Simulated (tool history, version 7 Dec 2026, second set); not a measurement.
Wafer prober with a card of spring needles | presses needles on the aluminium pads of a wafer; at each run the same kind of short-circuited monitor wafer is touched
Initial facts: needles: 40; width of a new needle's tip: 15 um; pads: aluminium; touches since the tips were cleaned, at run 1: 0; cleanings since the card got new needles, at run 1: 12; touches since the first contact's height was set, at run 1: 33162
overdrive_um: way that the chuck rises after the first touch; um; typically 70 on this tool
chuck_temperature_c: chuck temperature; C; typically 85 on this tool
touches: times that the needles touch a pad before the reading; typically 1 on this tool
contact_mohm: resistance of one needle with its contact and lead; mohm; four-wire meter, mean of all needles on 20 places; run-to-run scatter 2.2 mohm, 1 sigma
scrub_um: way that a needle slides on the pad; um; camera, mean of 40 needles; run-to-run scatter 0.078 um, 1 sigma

run,day,overdrive_um,chuck_temperature_c,touches,touches since the tips were cleaned,cleanings since the card got new needles,touches since the first contact's height was set,contact_mohm,scrub_um
1,0,70,85,1,0,12,33162,244,11.06
# day 0.367: tips cleaned on abrasive film
# day 0.729: tips cleaned on abrasive film
# day 1.025: tips cleaned on abrasive film
# day 1.392: tips cleaned on abrasive film
# day 1.754: tips cleaned on abrasive film
# day 2.05: tips cleaned on abrasive film
# day 2.412: tips cleaned on abrasive film
# day 2.779: tips cleaned on abrasive film
2,2.804,54,85,1,221,20,56454,260,8.41
# day 3.1: tips cleaned on abrasive film
# day 3.462: tips cleaned on abrasive film
# day 3.758: tips cleaned on abrasive film
# day 4.121: tips cleaned on abrasive film
# day 4.417: tips cleaned on abrasive film
# day 4.708: tips cleaned on abrasive film
3,4.888,54,85,1,1489,26,73728,314,8.34
# day 5.033: tips cleaned on abrasive film
# day 5.329: tips cleaned on abrasive film
# day 5.692: tips cleaned on abrasive film
# day 6.058: tips cleaned on abrasive film
# day 6.425: tips cleaned on abrasive film
# day 6.792: tips cleaned on abrasive film
4,6.996,54,85,1,1740,32,91254,325,8.36
# day 7.146: tips cleaned on abrasive film
# day 7.512: tips cleaned on abrasive film
# day 7.875: tips cleaned on abrasive film
# day 8.242: tips cleaned on abrasive film
# day 8.538: tips cleaned on abrasive film
5,8.679,54,85,1,1212,37,105216,306,8.25
# day 8.9: tips cleaned on abrasive film
# day 9.267: tips cleaned on abrasive film
# day 9.633: tips cleaned on abrasive film
# day 9.996: tips cleaned on abrasive film
# day 10.292: tips cleaned on abrasive film
6,10.458,54,85,1,1418,42,119991,321,8.42
# day 10.608: tips cleaned on abrasive film
# day 10.975: tips cleaned on abrasive film
# day 11.338: tips cleaned on abrasive film
# day 11.633: tips cleaned on abrasive film
7,11.879,70,85,1,2078,46,131783,291,10.81
# day 11.954: tips cleaned on abrasive film
# day 12.25: tips cleaned on abrasive film
# day 12.612: tips cleaned on abrasive film
# day 12.908: tips cleaned on abrasive film
8,13.192,76,85,1,2395,50,142678,294,11.86
# day 13.271: tips cleaned on abrasive film
# day 13.562: tips cleaned on abrasive film
# day 13.854: tips cleaned on abrasive film
# day 14.221: tips cleaned on abrasive film
# day 14.588: tips cleaned on abrasive film
# day 14.879: tips cleaned on abrasive film
# day 15.246: tips cleaned on abrasive film
# day 15.538: tips cleaned on abrasive film
9,15.542,76,85,1,43,58,162150,248,11.81
# day 15.838: tips cleaned on abrasive film
# day 16.129: tips cleaned on abrasive film
# day 16.421: tips cleaned on abrasive film
# day 16.788: tips cleaned on abrasive film
# day 17.079: tips cleaned on abrasive film
10,17.312,76,85,1,1930,63,176828,289,11.78
# day 17.388: tips cleaned on abrasive film
# day 17.754: tips cleaned on abrasive film
# day 18.117: tips cleaned on abrasive film
# day 18.412: tips cleaned on abrasive film
# day 18.704: tips cleaned on abrasive film
11,18.712,75,85,1,78,68,188446,246,11.5
# day 19.008: tips cleaned on abrasive film
# day 19.3: tips cleaned on abrasive film
# day 19.667: tips cleaned on abrasive film
# day 19.958: tips cleaned on abrasive film
12,20.062,75,85,1,854,72,199619,264,11.45
# day 20.283: tips cleaned on abrasive film
# day 20.646: tips cleaned on abrasive film
# day 20.942: tips cleaned on abrasive film
# day 21.304: tips cleaned on abrasive film
# day 21.671: tips cleaned on abrasive film
# day 22.038: tips cleaned on abrasive film
# day 22.4: tips cleaned on abrasive film
13,22.4,68,52,1,0,79,219019,243,10.2
# day 22.762: tips cleaned on abrasive film
# day 23.129: tips cleaned on abrasive film
# day 23.496: tips cleaned on abrasive film
# day 23.579: height of the first contact set anew
# day 23.8: tips cleaned on abrasive film
14,23.825,84,41,1,191,83,2013,232,13.49
# day 24.117: tips cleaned on abrasive film
# day 24.412: tips cleaned on abrasive film
# day 24.704: tips cleaned on abrasive film
# day 25.071: tips cleaned on abrasive film
# day 25.362: tips cleaned on abrasive film
# day 25.729: tips cleaned on abrasive film
# day 26.092: tips cleaned on abrasive film
# day 26.458: tips cleaned on abrasive film
# day 26.804: tips cleaned on abrasive film
15,26.804,56,29,2,0,92,26753,238,8.93
# day 27.171: tips cleaned on abrasive film
# day 27.462: tips cleaned on abrasive film
# day 27.829: tips cleaned on abrasive film
# day 28.125: tips cleaned on abrasive film
# day 28.417: tips cleaned on abrasive film
# day 28.783: tips cleaned on abrasive film
16,29.017,56,29,2,1981,98,45127,286,8.74
# day 29.096: tips cleaned on abrasive film
# day 29.458: tips cleaned on abrasive film
# day 29.825: tips cleaned on abrasive film
# day 30.192: tips cleaned on abrasive film
# day 30.554: tips cleaned on abrasive film
17,30.75,70,111,1,1616,103,59495,289,11.24
# day 30.896: tips cleaned on abrasive film
# day 31.192: tips cleaned on abrasive film
# day 31.554: tips cleaned on abrasive film
# day 31.921: tips cleaned on abrasive film
# day 32.288: tips cleaned on abrasive film
# day 32.579: tips cleaned on abrasive film
# day 32.921: tips cleaned on abrasive film
18,32.921,70,94,1,0,110,77507,248,11.23
# day 33.288: tips cleaned on abrasive film
# day 33.579: tips cleaned on abrasive film
# day 33.946: tips cleaned on abrasive film
# day 34.312: tips cleaned on abrasive film
# day 34.675: tips cleaned on abrasive film
19,34.95,64,85,2,2294,115,94372,291,10.04
# day 35.025: tips cleaned on abrasive film
# day 35.321: tips cleaned on abrasive film
# day 35.683: tips cleaned on abrasive film
# day 36.05: tips cleaned on abrasive film
# day 36.342: tips cleaned on abrasive film
# day 36.708: tips cleaned on abrasive film
# day 37: tips cleaned on abrasive film
# day 37.296: tips cleaned on abrasive film
20,37.383,73,89,1,750,123,114551,268,11.36
# day 37.604: tips cleaned on abrasive film
# day 37.971: tips cleaned on abrasive film
# day 38.338: tips cleaned on abrasive film
# day 38.629: tips cleaned on abrasive film
# day 38.921: tips cleaned on abrasive film
# day 39.288: tips cleaned on abrasive film
# day 39.579: tips cleaned on abrasive film
21,39.783,81,65,1,1690,130,134453,275,12.72
# day 39.929: tips cleaned on abrasive film
# day 40.225: tips cleaned on abrasive film
# day 40.588: tips cleaned on abrasive film
# day 40.883: tips cleaned on abrasive film
# day 41.25: tips cleaned on abrasive film
# day 41.542: tips cleaned on abrasive film
# day 41.833: tips cleaned on abrasive film
# day 42.2: tips cleaned on abrasive film
# day 42.492: tips cleaned on abrasive film
22,42.733,81,65,1,2011,139,158928,286,12.67

Forecast each of these 3 alternatives for the next run:
# day 42.808: tips cleaned on abrasive film
# day 43.1: tips cleaned on abrasive film
# day 43.396: tips cleaned on abrasive film
# day 43.762: tips cleaned on abrasive film
A,44.042,70,91,2,2354,143,169781,?,?
# day 42.808: tips cleaned on abrasive film
# day 43.1: tips cleaned on abrasive film
# day 43.396: tips cleaned on abrasive film
# day 43.762: tips cleaned on abrasive film
B,44.042,81,34,1,2354,143,169781,?,?
# day 42.808: tips cleaned on abrasive film
# day 43.1: tips cleaned on abrasive film
# day 43.396: tips cleaned on abrasive film
# day 43.762: tips cleaned on abrasive film
C,44.042,58,70,1,2354,143,169781,?,?

run,contact_mohm,scrub_um
A,288,10.55
B,290,12.4
C,355,8.86
Take away the tool's hidden state, keep each run's random variation, and the runs would have read:
run,contact_mohm,scrub_um
A,240,11.1
B,225,12.96
C,239,9.42

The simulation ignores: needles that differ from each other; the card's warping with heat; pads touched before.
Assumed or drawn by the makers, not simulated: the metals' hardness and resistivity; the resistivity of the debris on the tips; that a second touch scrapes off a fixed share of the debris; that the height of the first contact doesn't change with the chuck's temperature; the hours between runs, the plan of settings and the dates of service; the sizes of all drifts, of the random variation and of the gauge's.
